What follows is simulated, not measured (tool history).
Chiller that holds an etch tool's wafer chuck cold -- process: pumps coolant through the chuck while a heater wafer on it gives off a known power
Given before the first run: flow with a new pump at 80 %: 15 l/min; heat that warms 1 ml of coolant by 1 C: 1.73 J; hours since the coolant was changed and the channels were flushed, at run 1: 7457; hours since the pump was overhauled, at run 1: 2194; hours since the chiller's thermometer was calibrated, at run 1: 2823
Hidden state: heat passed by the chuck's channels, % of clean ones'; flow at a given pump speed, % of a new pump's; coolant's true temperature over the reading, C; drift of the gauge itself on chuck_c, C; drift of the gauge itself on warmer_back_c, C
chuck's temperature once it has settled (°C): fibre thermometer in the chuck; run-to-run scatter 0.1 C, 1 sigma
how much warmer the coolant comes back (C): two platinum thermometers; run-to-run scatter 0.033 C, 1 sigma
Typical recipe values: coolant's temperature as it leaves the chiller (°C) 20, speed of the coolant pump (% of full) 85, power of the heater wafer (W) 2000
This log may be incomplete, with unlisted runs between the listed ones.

run	hour	coolant's temperature as it leaves the chiller (°C)	speed of the coolant pump (% of full)	power of the heater wafer (W)	hours since the coolant was changed and the channels were flushed	hours since the pump was overhauled	hours since the chiller's thermometer was calibrated	chuck's temperature once it has settled (°C)	how much warmer the coolant comes back (C)
1	0.0	20	85	2000	7457	2194	2823	37.2	4.59
2	49.2	20	70	2000	7506	2243	2872	40.0	5.50
3	105.1	20	70	2000	7562	2299	2928	40.1	5.53
4	171.7	20	78	2000	7629	2366	2994	38.7	4.97
5	217.4	20	78	2000	7674	2411	3040	38.5	5.02
# hour 257.8: chiller's thermometer calibrated
6	291.0	20	78	2000	7747	2484	33	39.0	4.97
7	371.1	13	78	2000	7827	2564	113	31.9	5.05
8	413.5	20	78	2000	7869	2607	156	39.0	5.04
9	451.3	20	78	2000	7907	2644	194	39.1	5.04
10	493.9	20	78	2000	7950	2687	236	39.1	5.00
# hour 504.6: coolant changed, channels flushed
11	565.0	20	85	2000	60	2752	301	35.4	4.67
12	631.4	20	72	2000	127	2819	368	37.6	5.41
13	674.9	20	64	2000	170	2862	411	39.1	6.20
14	721.7	20	85	2000	217	2909	458	35.4	4.65
15	771.1	20	85	2000	266	2958	507	35.7	4.65
16	821.6	20	85	2000	317	3009	558	35.6	4.65
17	882.0	20	85	2000	377	3069	618	35.6	4.66
18	962.5	12	67	1318	458	3150	699	24.3	3.89
19	1026.4	14	67	1097	522	3213	763	24.2	3.27
20	1085.7	24	84	1535	581	3273	822	36.1	3.66
21	1138.7	10	85	1555	634	3326	875	22.3	3.61
22	1202.8	10	85	1555	698	3390	939	22.3	3.62
23	1246.8	10	85	1555	742	3434	983	22.2	3.62
24	1305.2	10	85	2102	801	3492	1041	26.7	4.95
25	1388.9	11	68	1414	884	3576	1125	24.1	4.13
26	1473.3	28	68	1630	969	3660	1209	43.3	4.82
27	1560.0	19	64	1977	1055	3747	1296	38.2	6.16
28	1631.2	20	77	2406	1127	3818	1367	40.6	6.27
29	1693.5	20	77	2406	1189	3881	1430	40.6	6.28
30	1758.4	11	66	2925	1254	3945	1495	39.2	8.93
31	1804.0	21	100	2000	1299	3991	1540	35.2	4.03

Some steps in chuck's temperature once it has settled (°C) between neighbouring runs. How much of each would the tool show without its hidden state too (settings, what came in, random variation), and how much is left for the hidden state, with any gauge scatter that isn't in both results?
Run 10 -> 11: speed of the coolant pump (% of full) 78 -> 85, coolant changed, channels flushed. chuck's temperature once it has settled (°C) -3.7: hidden state -2.5, all else -1.2.
Run 19 -> 20: coolant's temperature as it leaves the chiller (°C) 14 -> 24, speed of the coolant pump (% of full) 67 -> 84, power of the heater wafer (W) 1097 -> 1535. chuck's temperature once it has settled (°C) +11.9: hidden state +0.0, all else +11.9.
Run 20 -> 21: coolant's temperature as it leaves the chiller (°C) 24 -> 10, speed of the coolant pump (% of full) 84 -> 85, power of the heater wafer (W) 1535 -> 1555. chuck's temperature once it has settled (°C) -13.8: hidden state +0.1, all else -13.9.
Run 25 -> 26: coolant's temperature as it leaves the chiller (°C) 11 -> 28, power of the heater wafer (W) 1414 -> 1630. chuck's temperature once it has settled (°C) +19.2: hidden state +0.3, all else +18.9.
Run 29 -> 30: coolant's temperature as it leaves the chiller (°C) 20 -> 11, speed of the coolant pump (% of full) 77 -> 66, power of the heater wafer (W) 2406 -> 2925. chuck's temperature once it has settled (°C) -1.4: hidden state +0.6, all else -2.0.
Run 30 -> 31: coolant's temperature as it leaves the chiller (°C) 11 -> 21, speed of the coolant pump (% of full) 66 -> 100, power of the heater wafer (W) 2925 -> 2000. chuck's temperature once it has settled (°C) -4.0: hidden state -1.2, all else -2.8.
